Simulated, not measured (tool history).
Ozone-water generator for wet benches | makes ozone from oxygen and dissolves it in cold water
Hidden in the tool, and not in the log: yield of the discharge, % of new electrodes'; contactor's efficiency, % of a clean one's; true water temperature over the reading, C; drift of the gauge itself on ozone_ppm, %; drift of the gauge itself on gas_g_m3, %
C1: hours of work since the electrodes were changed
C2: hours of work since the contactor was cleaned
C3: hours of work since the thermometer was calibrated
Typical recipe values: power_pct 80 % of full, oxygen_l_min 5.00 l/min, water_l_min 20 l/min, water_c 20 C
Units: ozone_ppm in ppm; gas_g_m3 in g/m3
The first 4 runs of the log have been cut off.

Run 5, day 14.017: usual settings; C1 1252; C2 5046; C3 2389. Result: ozone_ppm 27.0 ppm, gas_g_m3 238.2 g/m3.
Run 6, day 16.933: usual settings; C1 1312; C2 5106; C3 2449. Result: ozone_ppm 27.2 ppm, gas_g_m3 239.0 g/m3.
Run 7, day 19.100: usual settings; C1 1357; C2 5151; C3 2494. Result: ozone_ppm 27.0 ppm, gas_g_m3 238.0 g/m3.
Run 8, day 23.292: usual settings but water_c 27 C; C1 1444; C2 5238; C3 2581. Result: ozone_ppm 24.5 ppm, gas_g_m3 239.2 g/m3.
Run 9, day 26.421: usual settings but water_c 27 C; C1 1509; C2 5303; C3 2646. Result: ozone_ppm 23.8 ppm, gas_g_m3 238.5 g/m3.
Run 10, day 29.342: usual settings but water_c 27 C; C1 1569; C2 5363; C3 2706. Result: ozone_ppm 24.2 ppm, gas_g_m3 237.7 g/m3.
Run 11, day 33.879: usual settings but water_c 27 C; C1 1663; C2 5457; C3 2800. Result: ozone_ppm 23.9 ppm, gas_g_m3 240.3 g/m3.
Run 12, day 38.492: usual settings but water_c 27 C; C1 1758; C2 5552; C3 2895. Result: ozone_ppm 24.0 ppm, gas_g_m3 236.3 g/m3.
Run 13, day 42.621: usual settings; C1 1844; C2 5638; C3 2981. Result: ozone_ppm 27.1 ppm, gas_g_m3 235.9 g/m3.
Run 14, day 47.621: usual settings; C1 1947; C2 5741; C3 3084. Result: ozone_ppm 26.7 ppm, gas_g_m3 237.6 g/m3.
Run 15, day 51.942: usual settings; C1 2037; C2 5830; C3 3173. Result: ozone_ppm 26.4 ppm, gas_g_m3 236.8 g/m3.
Run 16, day 56.000: usual settings; C1 2121; C2 5914; C3 3257. Result: ozone_ppm 26.7 ppm, gas_g_m3 234.5 g/m3.
At day 58.967: contactor cleaned.
Run 17, day 58.988: usual settings but power_pct 61 % of full, oxygen_l_min 8.69 l/min; C1 2179; C2 0; C3 3316. Result: ozone_ppm 22.5 ppm, gas_g_m3 156.9 g/m3.
Run 18, day 61.683: usual settings but water_c 12 C; C1 2235; C2 56; C3 3371. Result: ozone_ppm 28.5 ppm, gas_g_m3 234.5 g/m3.
Run 19, day 63.888: usual settings but power_pct 58 % of full, oxygen_l_min 5.89 l/min, water_c 26 C; C1 2280; C2 102; C3 3417. Result: ozone_ppm 19.1 ppm, gas_g_m3 175.6 g/m3.
Run 20, day 67.988: usual settings but power_pct 58 % of full, oxygen_l_min 5.18 l/min, water_c 26 C; C1 2365; C2 187; C3 3502. Result: ozone_ppm 18.6 ppm, gas_g_m3 182.4 g/m3.
Run 21, day 71.542: usual settings but power_pct 56 % of full, oxygen_l_min 3.42 l/min, water_l_min 23 l/min, water_c 22 C; C1 2439; C2 260; C3 3575. Result: ozone_ppm 15.8 ppm, gas_g_m3 208.1 g/m3.
Run 22, day 74.604: usual settings but power_pct 52 % of full, oxygen_l_min 3.42 l/min, water_l_min 31 l/min, water_c 22 C; C1 2502; C2 323; C3 3639. Result: ozone_ppm 11.3 ppm, gas_g_m3 199.6 g/m3.

The next listed run, before its measurement:
Run 23, day 78.867: usual settings but power_pct 79 % of full, water_l_min 21 l/min, water_c 19 C; C1 2590; C2 412; C3 3727. Result: ozone_ppm ?, gas_g_m3 ?.

{"run 23": {"ozone_ppm": 24.6, "gas_g_m3": 230.2}}
Without the tool's hidden state the same run would have given ozone_ppm 27.9 ppm, gas_g_m3 245.0 g/m3.
